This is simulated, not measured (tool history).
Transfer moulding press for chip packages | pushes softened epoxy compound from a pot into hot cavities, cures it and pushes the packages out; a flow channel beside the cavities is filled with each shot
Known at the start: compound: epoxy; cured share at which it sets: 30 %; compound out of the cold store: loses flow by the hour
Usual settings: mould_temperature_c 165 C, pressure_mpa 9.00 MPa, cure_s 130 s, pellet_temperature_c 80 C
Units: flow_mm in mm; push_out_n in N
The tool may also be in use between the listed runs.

run    hour  mould_temperature_c  pressure_mpa  cure_s  pellet_temperature_c  incoming compound's hours out of the cold store  flow_mm  push_out_n
  1     0.0                  165          9.00     130                    80                                             37.4      634         618
       36.6  -- cavities cleaned with cleaning compound and waxed
  2    44.4                  165          9.00     130                    80                                             43.8      608         469
  3    95.6                  165          9.00     130                    80                                             10.6      732         614
      146.1  -- cavities cleaned with cleaning compound and waxed
  4   172.0                  165          9.00     130                    80                                             11.2      701         527
      255.4  -- cavities cleaned with cleaning compound and waxed
  5   255.4                  165          9.00     130                    80                                             45.1      574         451
  6   308.4                  165          9.00     130                    80                                             21.4      667         561
  7   350.5                  165          9.07     130                    80                                             34.9      618         641
      364.5  -- cavities cleaned with cleaning compound and waxed
      371.1  -- plunger's sealing rings changed
  8   419.4                  168          9.00     130                    80                                             31.6      656         541
  9   464.7                  159          9.00     130                    80                                             31.8      677         873
      475.6  -- cavities cleaned with cleaning compound and waxed
 10   544.0                  165          9.00     130                    80                                             39.8      620         590
      586.0  -- cavities cleaned with cleaning compound and waxed
 11   610.2                  165          9.00     130                    80                                             17.4      691         533
 12   683.6                  165          9.00     130                    80                                             16.4      695         668
      695.2  -- cavities cleaned with cleaning compound and waxed
 13   722.1                  165          9.00     130                    80                                             23.2      668         513
 14   783.8                  165          9.00     130                    80                                             37.5      617         635
      810.4  -- cavities cleaned with cleaning compound and waxed
 15   857.0                  165          9.00     168                    80                                             40.8      591         517
      925.4  -- cavities cleaned with cleaning compound and waxed
 16   925.4                  165          9.00     168                    80                                             21.5      663         391
      951.8  -- plunger's sealing rings changed
 17   975.1                  165          9.00     168                    80                                             32.1      655         514
 18  1031.4                  165          9.00     168                    80                                             42.7      605         601
     1039.3  -- cavities cleaned with cleaning compound and waxed
     1087.1  -- mould's thermocouples calibrated
 19  1095.0                  168          9.09     144                    88                                             37.0      619         519
     1154.4  -- cavities cleaned with cleaning compound and waxed
 20  1169.3                  166          9.59     130                    80                                             45.6      613         472
 21  1244.3                  162         10.48     129                    72                                             45.4      637         706
     1264.9  -- cavities cleaned with cleaning compound and waxed
 22  1284.3                  160          6.98     118                    88                                             21.3      606         756
 23  1356.9                  172          7.38     132                    80                                             19.7      600         599
     1379.5  -- cavities cleaned with cleaning compound and waxed
 24  1440.6                  172          7.38     132                    86                                             40.2      528         512
 25  1486.4                  172          7.38     132                    86                                             12.7      616         593
     1494.0  -- cavities cleaned with cleaning compound and waxed
     1534.9  -- plunger's sealing rings changed
 26  1549.0                  165          8.42     130                    80                                             32.9      641         570
     1593.7  -- mould's thermocouples calibrated, once more
     1610.2  -- cavities cleaned with cleaning compound and waxed
 27  1623.9                  165          6.93     130                    85                                             16.8      631         500
 28  1694.5                  165          8.11     130                    73                                             21.7      661         631

3 ways to go on from here, each from the tool as it stands after run 28. What would each give?
     1722.7  -- cavities cleaned with cleaning compound and waxed
  A  1736.0                  165          9.00     139                    71                                             31.7        ?           ?
     1722.7  -- cavities cleaned with cleaning compound and waxed
  B  1736.0                  165          8.11     115                    86                                             13.1        ?           ?
     1722.7  -- cavities cleaned with cleaning compound and waxed
  C  1736.0                  165          6.86     130                    73                                             14.3        ?           ?

run  flow_mm  push_out_n
  A      641         484
  B      689         628
  C      629         511
Without the tool's hidden state the same runs would have given:
run  flow_mm  push_out_n
  A      655         434
  B      704         559
  C      643         456

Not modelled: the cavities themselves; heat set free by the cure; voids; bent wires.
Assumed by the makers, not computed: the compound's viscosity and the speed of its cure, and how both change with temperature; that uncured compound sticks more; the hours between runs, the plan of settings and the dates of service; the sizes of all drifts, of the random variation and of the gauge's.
